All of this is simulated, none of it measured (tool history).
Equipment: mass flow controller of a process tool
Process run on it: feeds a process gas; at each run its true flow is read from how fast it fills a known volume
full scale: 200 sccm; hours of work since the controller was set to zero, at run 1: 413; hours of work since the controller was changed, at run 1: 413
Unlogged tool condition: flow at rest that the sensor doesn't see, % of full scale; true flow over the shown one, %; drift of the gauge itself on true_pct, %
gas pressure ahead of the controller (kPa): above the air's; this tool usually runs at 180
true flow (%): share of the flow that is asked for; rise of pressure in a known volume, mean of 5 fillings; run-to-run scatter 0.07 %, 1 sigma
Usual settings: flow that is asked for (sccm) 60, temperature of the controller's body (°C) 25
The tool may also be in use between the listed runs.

| run | hour | flow that is asked for (sccm) | gas pressure ahead of the controller (kPa) | temperature of the controller's body (°C) | hours of work since the controller was set to zero | hours of work since the controller was changed | true flow (%) |
|---|---|---|---|---|---|---|---|
| 1 | 0.0 | 60 | 180 | 25 | 413 | 413 | 98.87 |
| 2 | 221.6 | 60 | 180 | 25 | 518 | 518 | 98.75 |
| 3 | 436.8 | 60 | 180 | 25 | 620 | 620 | 98.74 |
| 4 | 660.5 | 60 | 207 | 25 | 726 | 726 | 98.72 |
| 5 | 756.1 | 60 | 180 | 21 | 771 | 771 | 99.27 |
| 6 | 961.5 | 60 | 267 | 21 | 869 | 869 | 98.85 |
| 7 | 1165.7 | 60 | 267 | 21 | 965 | 965 | 98.80 |
| 8 | 1291.2 | 60 | 267 | 21 | 1025 | 1025 | 98.88 |
| 9 | 1494.6 | 60 | 267 | 21 | 1121 | 1121 | 98.79 |
| 10 | 1633.6 | 60 | 232 | 25 | 1187 | 1187 | 98.67 |
| 11 | 1817.2 | 63 | 180 | 25 | 1274 | 1274 | 98.93 |
| 12 | 2003.4 | 24 | 180 | 25 | 1363 | 1363 | 99.40 |
| 13 | 2228.7 | 24 | 180 | 25 | 1469 | 1469 | 99.59 |
| 14 | 2384.4 | 60 | 241 | 25 | 1543 | 1543 | 98.83 |
| 15 | 2570.5 | 60 | 241 | 25 | 1631 | 1631 | 98.75 |
| 16 | 2748.9 | 60 | 241 | 25 | 1716 | 1716 | 98.67 |
| 17 | 2886.8 | 60 | 241 | 25 | 1781 | 1781 | 98.77 |
| 18 | 3016.9 | 60 | 180 | 25 | 1843 | 1843 | 99.16 |
| 19 | 3219.3 | 35 | 180 | 25 | 1939 | 1939 | 99.43 |
| 20 | 3369.4 | 25 | 180 | 32 | 2010 | 2010 | 99.10 |
|  | 3391.0 | controller's zero set anew |
| 21 | 3484.0 | 25 | 180 | 31 | 44 | 2064 | 100.11 |
| 22 | 3640.3 | 48 | 224 | 35 | 118 | 2138 | 98.26 |
| 23 | 3769.9 | 48 | 224 | 35 | 180 | 2200 | 98.22 |
| 24 | 3909.6 | 60 | 180 | 30 | 246 | 2266 | 99.07 |
| 25 | 4103.7 | 60 | 180 | 30 | 338 | 2358 | 99.06 |
| 26 | 4224.1 | 60 | 180 | 30 | 395 | 2415 | 99.21 |
|  | 4279.6 | controller's zero set anew, once more |
| 27 | 4322.4 | 104 | 161 | 24 | 20 | 2461 | 99.18 |
| 28 | 4472.6 | 104 | 161 | 24 | 92 | 2533 | 99.09 |
| 29 | 4709.6 | 60 | 189 | 27 | 204 | 2645 | 98.16 |
| 30 | 4875.6 | 60 | 189 | 27 | 283 | 2724 | 98.15 |
| 31 | 4995.1 | 31 | 180 | 22 | 339 | 2780 | 98.76 |
| 32 | 5183.3 | 31 | 180 | 22 | 428 | 2870 | 98.85 |
| 33 | 5296.9 | 71 | 170 | 25 | 482 | 2923 | 98.65 |
| 34 | 5527.6 | 154 | 237 | 29 | 592 | 3033 | 98.67 |
| 35 | 5637.1 | 154 | 237 | 29 | 644 | 3085 | 98.52 |
| 36 | 5767.7 | 61 | 214 | 39 | 705 | 3147 | 96.86 |
| 37 | 5880.2 | 69 | 144 | 36 | 759 | 3200 | 97.76 |
| 38 | 5978.0 | 69 | 144 | 36 | 805 | 3246 | 97.70 |

Alternative continuations, all from the tool just after run 38; predict every row:
| A | 6156.1 | 81 | 231 | 22 | 890 | 3331 | ? |
| B | 6156.1 | 69 | 166 | 39 | 890 | 3331 | ? |
| C | 6156.1 | 116 | 180 | 25 | 890 | 3331 | ? |
| D | 6156.1 | 67 | 180 | 37 | 890 | 3331 | ? |
| E | 6156.1 | 22 | 153 | 32 | 890 | 3331 | ? |

| run | true flow (%) |
|---|---|
| A | 98.74 |
| B | 97.31 |
| C | 99.07 |
| D | 97.49 |
| E | 98.27 |
Without the tool's unlogged condition, the same runs would have read:
| run | true flow (%) |
|---|---|
| A | 98.90 |
| B | 97.42 |
| C | 99.30 |
| D | 97.58 |
| E | 97.71 |

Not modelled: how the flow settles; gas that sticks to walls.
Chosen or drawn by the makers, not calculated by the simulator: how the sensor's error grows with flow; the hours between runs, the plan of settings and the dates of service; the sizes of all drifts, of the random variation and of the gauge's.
